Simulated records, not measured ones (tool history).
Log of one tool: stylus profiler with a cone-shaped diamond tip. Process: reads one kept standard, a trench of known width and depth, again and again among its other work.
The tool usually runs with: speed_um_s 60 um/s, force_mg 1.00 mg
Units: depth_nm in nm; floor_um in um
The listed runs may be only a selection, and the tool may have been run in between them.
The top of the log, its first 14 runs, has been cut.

run 15 day=21.142 | speed_um_s=60 force_mg=1.56 | depth_nm=504.65 floor_um=26.68
run 16 day=22.471 | speed_um_s=60 force_mg=1.56 | depth_nm=504.61 floor_um=26.62
run 17 day=24.358 | speed_um_s=60 force_mg=1.13 | depth_nm=503.83 floor_um=26.58
run 18 day=25.204 | speed_um_s=60 force_mg=1.13 | depth_nm=503.99 floor_um=26.57
run 19 day=27.033 | speed_um_s=60 force_mg=1.13 | depth_nm=503.85 floor_um=26.55
run 20 day=29.017 | speed_um_s=48 force_mg=0.41 | depth_nm=502.35 floor_um=26.39
run 21 day=30.833 | speed_um_s=85 force_mg=1.43 | depth_nm=504.52 floor_um=26.44
run 22 day=32.696 | speed_um_s=26 force_mg=1.00 | depth_nm=503.68 floor_um=26.82
run 23 day=34.679 | speed_um_s=68 force_mg=1.00 | depth_nm=504.10 floor_um=26.43
run 24 day=36.092 | speed_um_s=45 force_mg=0.34 | depth_nm=502.46 floor_um=26.33
run 25 day=37.179 | speed_um_s=25 force_mg=0.83 | depth_nm=503.59 floor_um=26.75
run 26 day=38.958 | speed_um_s=23 force_mg=1.76 | depth_nm=505.45 floor_um=26.89
run 27 day=40.279 | speed_um_s=26 force_mg=1.29 | depth_nm=504.54 floor_um=26.79
run 28 day=42.221 | speed_um_s=30 force_mg=1.16 | depth_nm=504.60 floor_um=26.78
run 29 day=43.317 | speed_um_s=75 force_mg=0.37 | depth_nm=502.72 floor_um=25.91
run 30 day=45.138 | speed_um_s=49 force_mg=1.78 | depth_nm=505.61 floor_um=26.62
run 31 day=47.075 | speed_um_s=49 force_mg=1.78 | depth_nm=505.81 floor_um=26.62
run 32 day=48.217 | speed_um_s=89 force_mg=2.30 | depth_nm=506.71 floor_um=26.44
run 33 day=49.538 | speed_um_s=16 force_mg=0.71 | depth_nm=503.85 floor_um=26.79
run 34 day=50.946 | speed_um_s=19 force_mg=2.40 | depth_nm=507.18 floor_um=26.85
run 35 day=52.412 | speed_um_s=152 force_mg=1.01 | depth_nm=504.65 floor_um=25.62

Branching from run 35: 3 alternative next runs. What would each branch give?
run A day=53.662 | speed_um_s=116 force_mg=1.00 | depth_nm=? floor_um=?
run B day=53.662 | speed_um_s=152 force_mg=1.01 | depth_nm=? floor_um=?
run C day=53.662 | speed_um_s=16 force_mg=0.71 | depth_nm=? floor_um=?

run=A depth_nm=504.53 floor_um=25.95
run=B depth_nm=504.74 floor_um=25.67
run=C depth_nm=503.97 floor_um=26.78
With no hidden state in the tool, these same runs would have given:
run=A depth_nm=502.94 floor_um=26.33
run=B depth_nm=503.14 floor_um=26.05
run=C depth_nm=502.38 floor_um=27.16
